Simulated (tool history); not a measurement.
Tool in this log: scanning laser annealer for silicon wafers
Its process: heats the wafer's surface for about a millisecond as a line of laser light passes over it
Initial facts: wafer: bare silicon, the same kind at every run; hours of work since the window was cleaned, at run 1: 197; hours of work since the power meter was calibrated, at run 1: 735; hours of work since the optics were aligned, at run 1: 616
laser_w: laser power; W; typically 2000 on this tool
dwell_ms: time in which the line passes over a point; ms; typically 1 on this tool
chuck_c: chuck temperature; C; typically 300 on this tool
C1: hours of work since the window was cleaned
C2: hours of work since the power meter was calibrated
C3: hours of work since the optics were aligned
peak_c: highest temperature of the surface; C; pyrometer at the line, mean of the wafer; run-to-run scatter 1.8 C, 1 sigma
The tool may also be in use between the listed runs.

Run 1, day 0: usual settings; C1 197; C2 735; C3 616. Result: peak_c 984 C.
Run 2, day 1.304: usual settings; C1 211; C2 749; C3 630. Result: peak_c 983 C.
Run 3, day 2.833: usual settings; C1 228; C2 765; C3 647. Result: peak_c 981 C.
Run 4, day 4.479: usual settings; C1 246; C2 783; C3 665. Result: peak_c 980 C.
Run 5, day 5.667: usual settings; C1 259; C2 796; C3 678. Result: peak_c 977 C.
Run 6, day 6.542: usual settings but laser_w 2185 W; C1 268; C2 806; C3 687. Result: peak_c 1062 C.
Run 7, day 7.633: usual settings; C1 280; C2 818; C3 699. Result: peak_c 978 C.
Run 8, day 8.338: usual settings; C1 288; C2 826; C3 707. Result: peak_c 980 C.
Run 9, day 9.717: usual settings; C1 303; C2 841; C3 722. Result: peak_c 976 C.
Run 10, day 11.158: usual settings; C1 319; C2 856; C3 738. Result: peak_c 977 C.
Run 11, day 12.242: usual settings; C1 331; C2 868; C3 749. Result: peak_c 975 C.
Run 12, day 13.304: usual settings; C1 342; C2 880; C3 761. Result: peak_c 973 C.
Run 13, day 14.154: usual settings; C1 351; C2 889; C3 770. Result: peak_c 974 C.
Run 14, day 15.267: usual settings; C1 364; C2 901; C3 783. Result: peak_c 974 C.
Run 15, day 16.429: usual settings; C1 376; C2 914; C3 795. Result: peak_c 971 C.
Run 16, day 18.033: usual settings; C1 394; C2 931; C3 813. Result: peak_c 973 C.
Run 17, day 19.504: usual settings; C1 410; C2 948; C3 829. Result: peak_c 969 C.
Run 18, day 21.112: usual settings; C1 427; C2 965; C3 846. Result: peak_c 969 C.
Run 19, day 22.483: usual settings but chuck_c 291 C; C1 442; C2 980; C3 861. Result: peak_c 957 C.
Run 20, day 23.833: usual settings but chuck_c 329 C; C1 457; C2 995; C3 876. Result: peak_c 996 C.
Run 21, day 24.583: usual settings but chuck_c 295 C; C1 465; C2 1003; C3 884. Result: peak_c 960 C.
Run 22, day 25.692: usual settings but chuck_c 295 C; C1 477; C2 1015; C3 896. Result: peak_c 960 C.
Run 23, day 27.275: usual settings but laser_w 2114 W, dwell_ms 0.85 ms, chuck_c 299 C; C1 495; C2 1032; C3 914. Result: peak_c 967 C.
Run 24, day 28.629: usual settings but laser_w 2114 W, dwell_ms 0.85 ms, chuck_c 299 C; C1 509; C2 1047; C3 928. Result: peak_c 964 C.
At day 29.246: window over the wafer cleaned.
Run 25, day 29.917: usual settings but laser_w 2114 W, dwell_ms 0.85 ms, chuck_c 299 C; C1 7; C2 1060; C3 942. Result: peak_c 995 C.
Run 26, day 30.654: usual settings but laser_w 2114 W, dwell_ms 0.85 ms, chuck_c 299 C; C1 15; C2 1068; C3 950. Result: peak_c 996 C.
Run 27, day 31.358: usual settings but laser_w 1838 W, chuck_c 264 C; C1 23; C2 1076; C3 957. Result: peak_c 884 C.
Run 28, day 32.5: usual settings but laser_w 1838 W, chuck_c 332 C; C1 36; C2 1088; C3 970. Result: peak_c 959 C.
Run 29, day 33.521: usual settings but laser_w 1817 W, chuck_c 340 C; C1 47; C2 1100; C3 981. Result: peak_c 954 C.
Run 30, day 35.175: usual settings but laser_w 2056 W, dwell_ms 1.12 ms, chuck_c 288 C; C1 65; C2 1118; C3 999. Result: peak_c 1040 C.
Run 31, day 36.333: usual settings but laser_w 1799 W, dwell_ms 1.17 ms, chuck_c 337 C; C1 77; C2 1130; C3 1012. Result: peak_c 978 C.
Run 32, day 37.05: usual settings but laser_w 1798 W, chuck_c 317 C; C1 85; C2 1138; C3 1019. Result: peak_c 924 C.
Run 33, day 38.325: usual settings but laser_w 1798 W, chuck_c 317 C; C1 99; C2 1152; C3 1033. Result: peak_c 917 C.
Run 34, day 39.054: usual settings but laser_w 1717 W, chuck_c 293 C; C1 107; C2 1160; C3 1041. Result: peak_c 858 C.
Run 35, day 39.992: usual settings but dwell_ms 1.06 ms, chuck_c 312 C; C1 117; C2 1170; C3 1052. Result: peak_c 1017 C.
Run 36, day 40.9: usual settings but dwell_ms 0.79 ms, chuck_c 270 C; C1 127; C2 1180; C3 1061. Result: peak_c 893 C.
Run 37, day 41.958: usual settings but laser_w 2168 W, chuck_c 264 C; C1 139; C2 1192; C3 1073. Result: peak_c 1028 C.
Run 38, day 42.967: usual settings but laser_w 2047 W, dwell_ms 0.73 ms, chuck_c 304 C; C1 150; C2 1203; C3 1084. Result: peak_c 924 C.
Run 39, day 43.717: usual settings but laser_w 2194 W, dwell_ms 0.74 ms, chuck_c 270 C; C1 158; C2 1211; C3 1092. Result: peak_c 949 C.
Run 40, day 45.05: usual settings but laser_w 2014 W, dwell_ms 1.19 ms, chuck_c 290 C; C1 173; C2 1225; C3 1107. Result: peak_c 1035 C.
Run 41, day 46: usual settings but laser_w 1706 W, dwell_ms 1.03 ms; C1 183; C2 1236; C3 1117. Result: peak_c 867 C.

Forecast each of these 3 alternatives for the next run:
Run A, day 47.596: usual settings but laser_w 2025 W, dwell_ms 1.1 ms, chuck_c 282 C; C1 200; C2 1253; C3 1135. Result: peak_c ?.
Run B, day 47.596: usual settings but laser_w 1703 W, dwell_ms 0.83 ms, chuck_c 299 C; C1 200; C2 1253; C3 1135. Result: peak_c ?.
Run C, day 47.596: usual settings but dwell_ms 1.11 ms; C1 200; C2 1253; C3 1135. Result: peak_c ?.

run  peak_c
  A    1005
  B     813
  C    1015
The same runs, with their run-to-run variation unchanged, on a tool lacking any hidden condition would have given:
run  peak_c
  A    1028
  B     829
  C    1038
